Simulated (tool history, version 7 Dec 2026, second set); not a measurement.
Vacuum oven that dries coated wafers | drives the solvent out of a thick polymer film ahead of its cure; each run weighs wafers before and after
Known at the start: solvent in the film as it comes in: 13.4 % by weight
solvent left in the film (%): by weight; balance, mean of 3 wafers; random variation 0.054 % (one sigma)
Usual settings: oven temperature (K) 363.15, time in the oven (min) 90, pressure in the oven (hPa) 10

run 1 hour=0 | oven_temperature_(K)=363.15 time_in_the_oven_(min)=90 pressure_in_the_oven_(hPa)=10 | solvent_left_in_the_film_(%)=2.8
run 2 hour=57.4 | oven_temperature_(K)=363.15 time_in_the_oven_(min)=90 pressure_in_the_oven_(hPa)=10 | solvent_left_in_the_film_(%)=2.78
run 3 hour=97.4 | oven_temperature_(K)=363.15 time_in_the_oven_(min)=129 pressure_in_the_oven_(hPa)=10 | solvent_left_in_the_film_(%)=2.05
run 4 hour=179.9 | oven_temperature_(K)=363.15 time_in_the_oven_(min)=129 pressure_in_the_oven_(hPa)=10 | solvent_left_in_the_film_(%)=2.16
run 5 hour=221.2 | oven_temperature_(K)=363.15 time_in_the_oven_(min)=90 pressure_in_the_oven_(hPa)=10 | solvent_left_in_the_film_(%)=2.92
run 6 hour=276.3 | oven_temperature_(K)=363.15 time_in_the_oven_(min)=90 pressure_in_the_oven_(hPa)=10.8 | solvent_left_in_the_film_(%)=2.94
run 7 hour=318.9 | oven_temperature_(K)=363.15 time_in_the_oven_(min)=90 pressure_in_the_oven_(hPa)=10 | solvent_left_in_the_film_(%)=3.06
run 8 hour=367 | oven_temperature_(K)=363.15 time_in_the_oven_(min)=90 pressure_in_the_oven_(hPa)=10 | solvent_left_in_the_film_(%)=2.88
-- hour=405.1 vacuum gauge cleaned of residue and calibrated
run 9 hour=420.8 | oven_temperature_(K)=363.15 time_in_the_oven_(min)=90 pressure_in_the_oven_(hPa)=10 | solvent_left_in_the_film_(%)=2.48
run 10 hour=492.3 | oven_temperature_(K)=363.15 time_in_the_oven_(min)=90 pressure_in_the_oven_(hPa)=10 | solvent_left_in_the_film_(%)=2.42
run 11 hour=571.5 | oven_temperature_(K)=363.15 time_in_the_oven_(min)=90 pressure_in_the_oven_(hPa)=10 | solvent_left_in_the_film_(%)=2.41
run 12 hour=624.6 | oven_temperature_(K)=370.15 time_in_the_oven_(min)=138 pressure_in_the_oven_(hPa)=8.9 | solvent_left_in_the_film_(%)=0.93
run 13 hour=670.8 | oven_temperature_(K)=373.15 time_in_the_oven_(min)=101 pressure_in_the_oven_(hPa)=10 | solvent_left_in_the_film_(%)=1.15
run 14 hour=752.8 | oven_temperature_(K)=373.15 time_in_the_oven_(min)=101 pressure_in_the_oven_(hPa)=10 | solvent_left_in_the_film_(%)=1.25
-- hour=780.8 oven's thermocouples calibrated
run 15 hour=814.8 | oven_temperature_(K)=358.15 time_in_the_oven_(min)=77 pressure_in_the_oven_(hPa)=13.4 | solvent_left_in_the_film_(%)=3.73
run 16 hour=883.4 | oven_temperature_(K)=355.15 time_in_the_oven_(min)=90 pressure_in_the_oven_(hPa)=24.5 | solvent_left_in_the_film_(%)=5.26
run 17 hour=923.9 | oven_temperature_(K)=355.15 time_in_the_oven_(min)=90 pressure_in_the_oven_(hPa)=24.5 | solvent_left_in_the_film_(%)=5.13
run 18 hour=996.6 | oven_temperature_(K)=355.15 time_in_the_oven_(min)=90 pressure_in_the_oven_(hPa)=17.4 | solvent_left_in_the_film_(%)=4.32
run 19 hour=1045.3 | oven_temperature_(K)=355.15 time_in_the_oven_(min)=96 pressure_in_the_oven_(hPa)=17.4 | solvent_left_in_the_film_(%)=4.22
run 20 hour=1081.5 | oven_temperature_(K)=363.15 time_in_the_oven_(min)=96 pressure_in_the_oven_(hPa)=6.2 | solvent_left_in_the_film_(%)=1.86
run 21 hour=1139.6 | oven_temperature_(K)=352.15 time_in_the_oven_(min)=118 pressure_in_the_oven_(hPa)=8.7 | solvent_left_in_the_film_(%)=3.27
run 22 hour=1215.7 | oven_temperature_(K)=369.15 time_in_the_oven_(min)=90 pressure_in_the_oven_(hPa)=10 | solvent_left_in_the_film_(%)=1.62

3 ways to go on from here, each from the tool as it stands after run 22. What would each give?
run A hour=1272.1 | oven_temperature_(K)=362.15 time_in_the_oven_(min)=90 pressure_in_the_oven_(hPa)=18.7 | solvent_left_in_the_film_(%)=?
run B hour=1272.1 | oven_temperature_(K)=375.15 time_in_the_oven_(min)=90 pressure_in_the_oven_(hPa)=10 | solvent_left_in_the_film_(%)=?
run C hour=1272.1 | oven_temperature_(K)=358.15 time_in_the_oven_(min)=90 pressure_in_the_oven_(hPa)=6.1 | solvent_left_in_the_film_(%)=?

run=A solvent_left_in_the_film_(%)=3.29
run=B solvent_left_in_the_film_(%)=1.09
run=C solvent_left_in_the_film_(%)=2.61
Without the tool's hidden state the same runs would have given:
run=A solvent_left_in_the_film_(%)=3.02
run=B solvent_left_in_the_film_(%)=0.92
run=C solvent_left_in_the_film_(%)=2.31
